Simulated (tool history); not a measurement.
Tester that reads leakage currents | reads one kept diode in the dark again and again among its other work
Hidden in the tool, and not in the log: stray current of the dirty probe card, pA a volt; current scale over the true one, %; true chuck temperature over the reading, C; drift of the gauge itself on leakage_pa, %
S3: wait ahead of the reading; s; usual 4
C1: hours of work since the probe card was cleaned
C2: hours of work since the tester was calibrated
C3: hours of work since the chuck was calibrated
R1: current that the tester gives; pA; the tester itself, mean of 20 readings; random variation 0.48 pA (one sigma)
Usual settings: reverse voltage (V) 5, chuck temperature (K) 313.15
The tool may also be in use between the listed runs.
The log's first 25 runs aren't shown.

Run 26, hour 2302.7: usual settings but reverse voltage (V) 2.22, S3 0.74 s; C1 237; C2 2013; C3 112. Result: R1 95.38 pA.
Run 27, hour 2428.2: usual settings but reverse voltage (V) 2.22, S3 0.74 s; C1 308; C2 2085; C3 184. Result: R1 94.24 pA.
Run 28, hour 2509.6: usual settings but reverse voltage (V) 12, S3 0.74 s; C1 354; C2 2131; C3 230. Result: R1 255.71 pA.
Run 29, hour 2636.2: usual settings but reverse voltage (V) 12, S3 0.74 s; C1 426; C2 2203; C3 302. Result: R1 251.09 pA.
Run 30, hour 2694.8: usual settings but reverse voltage (V) 12, S3 0.74 s; C1 459; C2 2236; C3 335. Result: R1 250.12 pA.
Run 31, hour 2815.9: usual settings but reverse voltage (V) 1.86, chuck temperature (K) 305.15; C1 528; C2 2305; C3 404. Result: R1 40.76 pA.
Run 32, hour 2871.5: usual settings but reverse voltage (V) 15.4, chuck temperature (K) 302.15; C1 559; C2 2336; C3 435. Result: R1 114.17 pA.
Run 33, hour 2932.7: usual settings but reverse voltage (V) 5.74, chuck temperature (K) 299.15, S3 3.32 s; C1 594; C2 2371; C3 470. Result: R1 48.09 pA.
Run 34, hour 2998.4: usual settings but S3 7.92 s; C1 632; C2 2408; C3 507. Result: R1 139.43 pA.
At hour 3074.3: chuck's temperature calibrated.
Run 35, hour 3122.5: usual settings but S3 7.92 s; C1 701; C2 2478; C3 27. Result: R1 161.16 pA.

Forecast each of these 5 alternatives for the next run:
Run A, hour 3226.5: usual settings but chuck temperature (K) 319.15, S3 0.75 s; C1 760; C2 2537; C3 86. Result: R1 ?.
Run B, hour 3226.5: usual settings but chuck temperature (K) 322.15, S3 1.51 s; C1 760; C2 2537; C3 86. Result: R1 ?.
Run C, hour 3226.5: usual settings but reverse voltage (V) 11.31, chuck temperature (K) 294.15, S3 0.38 s; C1 760; C2 2537; C3 86. Result: R1 ?.
Run D, hour 3226.5: usual settings but reverse voltage (V) 8.41, chuck temperature (K) 303.15, S3 7.92 s; C1 760; C2 2537; C3 86. Result: R1 ?.
Run E, hour 3226.5: usual settings but S3 0.41 s; C1 760; C2 2537; C3 86. Result: R1 ?.

run      R1
  A  255.22
  B  321.72
  C   62.88
  D   97.17
  E  162.31
Without the tool's hidden state the same runs would have given:
run      R1
  A  254.77
  B  321.79
  C   56.92
  D   93.43
  E  161.04

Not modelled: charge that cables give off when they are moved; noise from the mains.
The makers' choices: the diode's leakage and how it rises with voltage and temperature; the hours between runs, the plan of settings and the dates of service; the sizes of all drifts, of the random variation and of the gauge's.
